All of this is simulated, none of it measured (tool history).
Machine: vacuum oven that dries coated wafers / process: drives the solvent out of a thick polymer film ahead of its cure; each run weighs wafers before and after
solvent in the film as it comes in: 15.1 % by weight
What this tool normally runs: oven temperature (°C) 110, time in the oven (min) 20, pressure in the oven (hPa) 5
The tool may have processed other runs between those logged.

{"run": 1, "hour": 0.0, "oven temperature (°C)": 110, "time in the oven (min)": 20, "pressure in the oven (hPa)": 5, "solvent left in the film (%)": 0.94}
{"run": 2, "hour": 72.5, "oven temperature (°C)": 110, "time in the oven (min)": 20, "pressure in the oven (hPa)": 5, "solvent left in the film (%)": 0.91}
{"run": 3, "hour": 115.6, "oven temperature (°C)": 110, "time in the oven (min)": 20, "pressure in the oven (hPa)": 5, "solvent left in the film (%)": 0.89}
{"run": 4, "hour": 187.4, "oven temperature (°C)": 110, "time in the oven (min)": 20, "pressure in the oven (hPa)": 5, "solvent left in the film (%)": 0.91}
{"run": 5, "hour": 263.1, "oven temperature (°C)": 110, "time in the oven (min)": 20, "pressure in the oven (hPa)": 8.18, "solvent left in the film (%)": 1.09}
{"run": 6, "hour": 309.1, "oven temperature (°C)": 110, "time in the oven (min)": 20, "pressure in the oven (hPa)": 8.18, "solvent left in the film (%)": 1.1}
{"run": 7, "hour": 368.5, "oven temperature (°C)": 110, "time in the oven (min)": 20, "pressure in the oven (hPa)": 5, "solvent left in the film (%)": 0.92}
{"run": 8, "hour": 425.9, "oven temperature (°C)": 115, "time in the oven (min)": 20, "pressure in the oven (hPa)": 5, "solvent left in the film (%)": 0.49}
{"run": 9, "hour": 492.1, "oven temperature (°C)": 115, "time in the oven (min)": 20, "pressure in the oven (hPa)": 5, "solvent left in the film (%)": 0.48}
{"run": 10, "hour": 573.4, "oven temperature (°C)": 115, "time in the oven (min)": 20, "pressure in the oven (hPa)": 5, "solvent left in the film (%)": 0.47}
{"run": 11, "hour": 633.5, "oven temperature (°C)": 110, "time in the oven (min)": 20, "pressure in the oven (hPa)": 5.29, "solvent left in the film (%)": 0.88}
{"run": 12, "hour": 693.9, "oven temperature (°C)": 110, "time in the oven (min)": 20, "pressure in the oven (hPa)": 5, "solvent left in the film (%)": 0.92}
{"run": 13, "hour": 756.1, "oven temperature (°C)": 114, "time in the oven (min)": 20, "pressure in the oven (hPa)": 5, "solvent left in the film (%)": 0.53}
{"run": 14, "hour": 822.5, "oven temperature (°C)": 114, "time in the oven (min)": 13, "pressure in the oven (hPa)": 5, "solvent left in the film (%)": 1.14}
{"run": 15, "hour": 899.3, "oven temperature (°C)": 105, "time in the oven (min)": 20, "pressure in the oven (hPa)": 5, "solvent left in the film (%)": 1.72}
{"run": 16, "hour": 949.6, "oven temperature (°C)": 110, "time in the oven (min)": 20, "pressure in the oven (hPa)": 5, "solvent left in the film (%)": 0.89}
{"hour": 974.2, "done": "oven's thermocouples calibrated"}
{"run": 17, "hour": 1017.8, "oven temperature (°C)": 110, "time in the oven (min)": 20, "pressure in the oven (hPa)": 5, "solvent left in the film (%)": 1.05}
{"run": 18, "hour": 1069.8, "oven temperature (°C)": 110, "time in the oven (min)": 20, "pressure in the oven (hPa)": 5, "solvent left in the film (%)": 1.05}
{"run": 19, "hour": 1131.1, "oven temperature (°C)": 110, "time in the oven (min)": 13, "pressure in the oven (hPa)": 5, "solvent left in the film (%)": 2.19}
{"run": 20, "hour": 1173.0, "oven temperature (°C)": 110, "time in the oven (min)": 14, "pressure in the oven (hPa)": 5, "solvent left in the film (%)": 1.93}
{"run": 21, "hour": 1235.4, "oven temperature (°C)": 110, "time in the oven (min)": 14, "pressure in the oven (hPa)": 5, "solvent left in the film (%)": 1.93}
{"run": 22, "hour": 1274.2, "oven temperature (°C)": 112, "time in the oven (min)": 14, "pressure in the oven (hPa)": 2.67, "solvent left in the film (%)": 1.38}
{"run": 23, "hour": 1309.0, "oven temperature (°C)": 101, "time in the oven (min)": 34, "pressure in the oven (hPa)": 5, "solvent left in the film (%)": 1.35}
{"run": 24, "hour": 1373.1, "oven temperature (°C)": 100, "time in the oven (min)": 12, "pressure in the oven (hPa)": 5.72, "solvent left in the film (%)": 5.44}
{"run": 25, "hour": 1439.0, "oven temperature (°C)": 100, "time in the oven (min)": 12, "pressure in the oven (hPa)": 11.43, "solvent left in the film (%)": 5.71}
{"run": 26, "hour": 1518.4, "oven temperature (°C)": 102, "time in the oven (min)": 12, "pressure in the oven (hPa)": 4.23, "solvent left in the film (%)": 4.68}
{"run": 27, "hour": 1599.3, "oven temperature (°C)": 102, "time in the oven (min)": 20, "pressure in the oven (hPa)": 8.07, "solvent left in the film (%)": 2.82}
{"run": 28, "hour": 1649.0, "oven temperature (°C)": 102, "time in the oven (min)": 20, "pressure in the oven (hPa)": 8.07, "solvent left in the film (%)": 2.86}
{"run": 29, "hour": 1707.5, "oven temperature (°C)": 124, "time in the oven (min)": 20, "pressure in the oven (hPa)": 3.3, "solvent left in the film (%)": 0.19}
{"run": 30, "hour": 1771.7, "oven temperature (°C)": 120, "time in the oven (min)": 23, "pressure in the oven (hPa)": 19.16, "solvent left in the film (%)": 0.88}
{"run": 31, "hour": 1844.1, "oven temperature (°C)": 120, "time in the oven (min)": 23, "pressure in the oven (hPa)": 19.16, "solvent left in the film (%)": 0.91}
{"run": 32, "hour": 1884.9, "oven temperature (°C)": 110, "time in the oven (min)": 27, "pressure in the oven (hPa)": 14.01, "solvent left in the film (%)": 1.14}
{"run": 33, "hour": 1934.4, "oven temperature (°C)": 110, "time in the oven (min)": 27, "pressure in the oven (hPa)": 14.01, "solvent left in the film (%)": 1.12}
{"run": 34, "hour": 1989.3, "oven temperature (°C)": 119, "time in the oven (min)": 21, "pressure in the oven (hPa)": 9.98, "solvent left in the film (%)": 0.53}
{"run": 35, "hour": 2073.8, "oven temperature (°C)": 107, "time in the oven (min)": 12, "pressure in the oven (hPa)": 8.23, "solvent left in the film (%)": 3.27}
{"run": 36, "hour": 2146.7, "oven temperature (°C)": 113, "time in the oven (min)": 12, "pressure in the oven (hPa)": 8.23, "solvent left in the film (%)": 1.79}
{"run": 37, "hour": 2205.1, "oven temperature (°C)": 113, "time in the oven (min)": 12, "pressure in the oven (hPa)": 8.23, "solvent left in the film (%)": 1.77}
{"run": 38, "hour": 2281.5, "oven temperature (°C)": 105, "time in the oven (min)": 17, "pressure in the oven (hPa)": 10.09, "solvent left in the film (%)": 2.58}
{"run": 39, "hour": 2366.0, "oven temperature (°C)": 110, "time in the oven (min)": 11, "pressure in the oven (hPa)": 5, "solvent left in the film (%)": 2.58}
{"run": 40, "hour": 2419.0, "oven temperature (°C)": 110, "time in the oven (min)": 11, "pressure in the oven (hPa)": 5, "solvent left in the film (%)": 2.57}
{"run": 41, "hour": 2486.4, "oven temperature (°C)": 110, "time in the oven (min)": 11, "pressure in the oven (hPa)": 7.18, "solvent left in the film (%)": 2.66}
{"run": 42, "hour": 2546.5, "oven temperature (°C)": 109, "time in the oven (min)": 24, "pressure in the oven (hPa)": 7.18, "solvent left in the film (%)": 0.92}

What if the next run were any one of these 5? Each begins from the tool's condition after run 42:
{"run": "A", "hour": 2624.7, "oven temperature (°C)": 112, "time in the oven (min)": 14, "pressure in the oven (hPa)": 10.43, "solvent left in the film (%)": "?"}
{"run": "B", "hour": 2624.7, "oven temperature (°C)": 115, "time in the oven (min)": 16, "pressure in the oven (hPa)": 10.18, "solvent left in the film (%)": "?"}
{"run": "C", "hour": 2624.7, "oven temperature (°C)": 110, "time in the oven (min)": 31, "pressure in the oven (hPa)": 5, "solvent left in the film (%)": "?"}
{"run": "D", "hour": 2624.7, "oven temperature (°C)": 107, "time in the oven (min)": 24, "pressure in the oven (hPa)": 2.61, "solvent left in the film (%)": "?"}
{"run": "E", "hour": 2624.7, "oven temperature (°C)": 95, "time in the oven (min)": 24, "pressure in the oven (hPa)": 7.18, "solvent left in the film (%)": "?"}

run=A solvent_left_in_the_film_(%)=1.62
run=B solvent_left_in_the_film_(%)=0.98
run=C solvent_left_in_the_film_(%)=0.54
run=D solvent_left_in_the_film_(%)=0.88
run=E solvent_left_in_the_film_(%)=4.01
With the hidden condition removed and each run's random variation left untouched, the same runs would have given:
run=A solvent_left_in_the_film_(%)=1.69
run=B solvent_left_in_the_film_(%)=0.96
run=C solvent_left_in_the_film_(%)=0.43
run=D solvent_left_in_the_film_(%)=0.86
run=E solvent_left_in_the_film_(%)=4.16
